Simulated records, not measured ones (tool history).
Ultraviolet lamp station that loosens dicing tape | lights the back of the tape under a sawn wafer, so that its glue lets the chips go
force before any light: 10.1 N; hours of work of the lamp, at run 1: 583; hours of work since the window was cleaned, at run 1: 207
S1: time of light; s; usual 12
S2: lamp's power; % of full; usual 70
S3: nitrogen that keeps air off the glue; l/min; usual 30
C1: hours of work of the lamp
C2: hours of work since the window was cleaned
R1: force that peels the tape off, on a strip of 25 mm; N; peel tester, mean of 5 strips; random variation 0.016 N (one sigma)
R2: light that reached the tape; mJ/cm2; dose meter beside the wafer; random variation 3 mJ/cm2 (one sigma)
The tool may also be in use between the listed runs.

run,hour,S1,S2,S3,C1,C2,R1,R2
1,0,12,70,30,583,207,1.106,377
2,26.9,12,70,30,600,224,1.142,373
3,51.2,12,70,30,616,239,1.08,375
4,68.8,12,70,30,627,251,1.151,367
5,100.4,12,70,30,647,271,1.186,362
6,122.4,12,70,30,661,285,1.128,361
7,154.3,12,70,30,681,305,1.193,358
8,182.8,12,61,30,699,323,1.588,306
9,214.5,12,61,30,719,343,1.581,300
10,245.1,22,61,30,738,362,0.524,552
11,266.2,22,61,30,752,375,0.513,550
12,296.1,22,61,13,770,394,1.053,544
13,313.9,10,70,30,782,406,1.787,284
14,343.9,10,70,30,801,425,1.853,281
15,376,10,70,56,821,445,1.347,279
16,399,10,70,56,836,460,1.361,272
17,414.4,12,70,30,845,469,1.397,323
18,446.6,12,70,30,866,490,1.457,316
19,475.6,12,70,30,884,508,1.453,318
# hour 495.4: window cleaned of glue's vapour
20,507.8,12,70,30,904,8,1.053,377
21,527.4,12,67,19,917,20,1.704,359
22,556.5,12,60,15,935,39,2.332,319
23,572.3,13,65,45,945,49,0.852,367
24,594.8,18,70,27,959,63,0.558,552
25,611.2,9,92,45,970,73,0.897,357
26,633.6,13,66,17,984,87,1.724,364
27,649.1,13,61,20,994,97,1.751,341
28,667.9,15,61,20,1005,109,1.349,385
29,690.5,21,70,17,1020,123,0.642,616
30,710,20,89,17,1032,136,0.464,743
31,723.4,8,70,46,1041,144,1.935,232
32,741.1,11,96,19,1052,156,1.153,435
33,755.2,14,97,30,1061,164,0.492,565
34,772.3,9,85,25,1071,175,1.736,316
35,787.2,10,85,28,1081,185,1.365,345
36,816.2,10,85,28,1099,203,1.33,344
37,842.8,21,71,30,1116,220,0.445,596
38,860.8,16,92,27,1128,231,0.473,586
39,879.8,16,92,27,1139,243,0.496,586

Hidden state or all else? Some run-to-run changes of R1, split into what the settings, what came in and random variation would give without the hidden state, and what is left for the hidden state (with any gauge scatter that isn't in both results):
The hidden state here: lamp's light, % of a new lamp's; light that the window lets through, % of a clean one's; drift of the gauge itself on peel_n, %; drift of the gauge itself on dose_mj_cm2, %.
Run 22 -> 23: S1 12 -> 13, S2 60 -> 65, S3 15 -> 45. R1 -1.48 N: hidden state -0.331, all else -1.149.
Run 30 -> 31: S1 20 -> 8, S2 89 -> 70, S3 17 -> 46. R1 +1.471 N: hidden state +0.558, all else +0.913.
Run 33 -> 34: S1 14 -> 9, S2 97 -> 85, S3 30 -> 25. R1 +1.244 N: hidden state +0.513, all else +0.731.
Run 36 -> 37: S1 10 -> 21, S2 85 -> 71, S3 28 -> 30. R1 -0.885 N: hidden state -0.425, all else -0.46.
